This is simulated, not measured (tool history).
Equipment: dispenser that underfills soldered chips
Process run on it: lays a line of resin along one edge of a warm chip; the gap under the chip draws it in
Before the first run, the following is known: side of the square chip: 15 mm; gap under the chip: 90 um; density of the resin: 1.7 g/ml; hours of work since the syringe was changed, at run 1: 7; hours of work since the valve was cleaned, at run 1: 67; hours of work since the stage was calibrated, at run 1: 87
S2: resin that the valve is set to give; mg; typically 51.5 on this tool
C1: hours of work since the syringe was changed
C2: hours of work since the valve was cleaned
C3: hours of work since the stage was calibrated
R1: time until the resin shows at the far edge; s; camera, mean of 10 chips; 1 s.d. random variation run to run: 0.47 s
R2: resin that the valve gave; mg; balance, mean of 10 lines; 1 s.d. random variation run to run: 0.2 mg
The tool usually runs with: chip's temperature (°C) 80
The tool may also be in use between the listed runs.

run 1 day=0 | chip's_temperature_(°C)=80 S2=51.5 | C1=7 C2=67 C3=87 | R1=46.7 R2=48.51
-- day=0.058 dispensing valve cleaned and set on the balance
-- day=0.096 new syringe of resin
run 2 day=0.4 | chip's_temperature_(°C)=80 S2=51.5 | C1=6 C2=6 C3=93 | R1=43.2 R2=51.17
-- day=0.546 new syringe of resin
run 3 day=0.604 | chip's_temperature_(°C)=80 S2=51.5 | C1=1 C2=10 C3=97 | R1=37.9 R2=51.13
run 4 day=0.925 | chip's_temperature_(°C)=83 S2=51.5 | C1=7 C2=16 C3=103 | R1=40 R2=51.2
-- day=0.996 new syringe of resin
run 5 day=1.183 | chip's_temperature_(°C)=83 S2=51.5 | C1=4 C2=20 C3=107 | R1=34.8 R2=50.88
-- day=1.446 new syringe of resin
run 6 day=1.458 | chip's_temperature_(°C)=83 S2=51.5 | C1=0 C2=25 C3=112 | R1=31.2 R2=50.68
run 7 day=1.829 | chip's_temperature_(°C)=80 S2=63.4 | C1=7 C2=32 C3=119 | R1=44 R2=61.9
-- day=1.896 new syringe of resin
run 8 day=2.179 | chip's_temperature_(°C)=80 S2=63.4 | C1=5 C2=38 C3=125 | R1=40.8 R2=61.77
-- day=2.35 new syringe of resin
run 9 day=2.454 | chip's_temperature_(°C)=80 S2=63.4 | C1=2 C2=43 C3=130 | R1=37.5 R2=61.51
run 10 day=2.733 | chip's_temperature_(°C)=70 S2=51.5 | C1=7 C2=49 C3=135 | R1=71.3 R2=49.55
-- day=2.817 new syringe of resin
run 11 day=3.079 | chip's_temperature_(°C)=70 S2=51.5 | C1=5 C2=55 C3=142 | R1=68.7 R2=49.85
-- day=3.267 new syringe of resin
run 12 day=3.354 | chip's_temperature_(°C)=80 S2=49.5 | C1=2 C2=60 C3=147 | R1=38.6 R2=47.69
run 13 day=3.662 | chip's_temperature_(°C)=69 S2=51.5 | C1=7 C2=65 C3=152 | R1=78.7 R2=48.95
-- day=3.721 new syringe of resin
-- day=3.842 dispensing valve cleaned and set on the balance
run 14 day=4.062 | chip's_temperature_(°C)=69 S2=51.5 | C1=6 C2=4 C3=159 | R1=71.7 R2=51.58
-- day=4.204 new syringe of resin
run 15 day=4.35 | chip's_temperature_(°C)=80 S2=51.5 | C1=3 C2=9 C3=164 | R1=39.8 R2=51.35
run 16 day=4.592 | chip's_temperature_(°C)=80 S2=51.5 | C1=7 C2=14 C3=169 | R1=44.8 R2=50.97
-- day=4.65 new syringe of resin
run 17 day=4.9 | chip's_temperature_(°C)=80 S2=51.5 | C1=5 C2=19 C3=174 | R1=39.2 R2=50.86
-- day=5.104 new syringe of resin
run 18 day=5.183 | chip's_temperature_(°C)=80 S2=61.2 | C1=1 C2=24 C3=179 | R1=36.3 R2=59.76
run 19 day=5.458 | chip's_temperature_(°C)=80 S2=61.2 | C1=7 C2=30 C3=184 | R1=42.7 R2=60.09
-- day=5.554 new syringe of resin
run 20 day=5.679 | chip's_temperature_(°C)=75 S2=65.3 | C1=2 C2=33 C3=188 | R1=46.7 R2=64.64
run 21 day=5.904 | chip's_temperature_(°C)=75 S2=47.2 | C1=7 C2=38 C3=192 | R1=55.6 R2=46.26
-- day=6.008 new syringe of resin
run 22 day=6.225 | chip's_temperature_(°C)=93 S2=65.3 | C1=4 C2=43 C3=198 | R1=21.2 R2=63.69
-- day=6.462 new syringe of resin
run 23 day=6.583 | chip's_temperature_(°C)=73 S2=49.1 | C1=2 C2=50 C3=204 | R1=52.9 R2=47.28
run 24 day=6.738 | chip's_temperature_(°C)=73 S2=45.6 | C1=5 C2=53 C3=207 | R1=59.3 R2=43.95
-- day=6.904 new syringe of resin
run 25 day=7.067 | chip's_temperature_(°C)=73 S2=45.6 | C1=3 C2=59 C3=213 | R1=54.9 R2=43.73
-- day=7.35 new syringe of resin
run 26 day=7.35 | chip's_temperature_(°C)=65 S2=51.5 | C1=0 C2=64 C3=218 | R1=73.7 R2=49.53
run 27 day=7.517 | chip's_temperature_(°C)=75 S2=66.2 | C1=3 C2=67 C3=221 | R1=47.6 R2=63.32
-- day=7.592 dispensing valve cleaned and set on the balance
run 28 day=7.8 | chip's_temperature_(°C)=77 S2=43.9 | C1=8 C2=4 C3=226 | R1=52.6 R2=43.71
-- day=7.833 new syringe of resin
run 29 day=7.975 | chip's_temperature_(°C)=80 S2=63.4 | C1=3 C2=7 C3=229 | R1=37.8 R2=62.84
-- day=8.275 new syringe of resin
run 30 day=8.325 | chip's_temperature_(°C)=80 S2=63.4 | C1=1 C2=13 C3=235 | R1=34 R2=63.2
run 31 day=8.508 | chip's_temperature_(°C)=73 S2=63.8 | C1=4 C2=17 C3=239 | R1=53.1 R2=63.1
run 32 day=8.679 | chip's_temperature_(°C)=92 S2=67 | C1=8 C2=20 C3=242 | R1=24.3 R2=65.81
-- day=8.721 new syringe of resin
run 33 day=8.917 | chip's_temperature_(°C)=74 S2=51.5 | C1=4 C2=24 C3=246 | R1=52.2 R2=50.74
-- day=9.162 new syringe of resin
run 34 day=9.162 | chip's_temperature_(°C)=80 S2=59.7 | C1=0 C2=28 C3=251 | R1=34.1 R2=58.26
run 35 day=9.467 | chip's_temperature_(°C)=85 S2=51.6 | C1=6 C2=34 C3=256 | R1=32.2 R2=50.24
-- day=9.604 new syringe of resin
run 36 day=9.629 | chip's_temperature_(°C)=85 S2=51.6 | C1=1 C2=37 C3=259 | R1=27.6 R2=50.38

Branching from run 36: 3 alternative next runs. What would each branch give?
run A day=9.862 | chip's_temperature_(°C)=80 S2=52.8 | C1=5 C2=41 C3=263 | R1=? R2=?
run B day=9.862 | chip's_temperature_(°C)=77 S2=50 | C1=5 C2=41 C3=263 | R1=? R2=?
run C day=9.862 | chip's_temperature_(°C)=80 S2=55.7 | C1=5 C2=41 C3=263 | R1=? R2=?

run=A R1=40.1 R2=51.24
run=B R1=46.2 R2=48.78
run=C R1=40.1 R2=53.94
With no hidden state in the tool, these same runs would have given:
run=A R1=36.7 R2=52.77
run=B R1=42.3 R2=50.24
run=C R1=36.8 R2=55.55
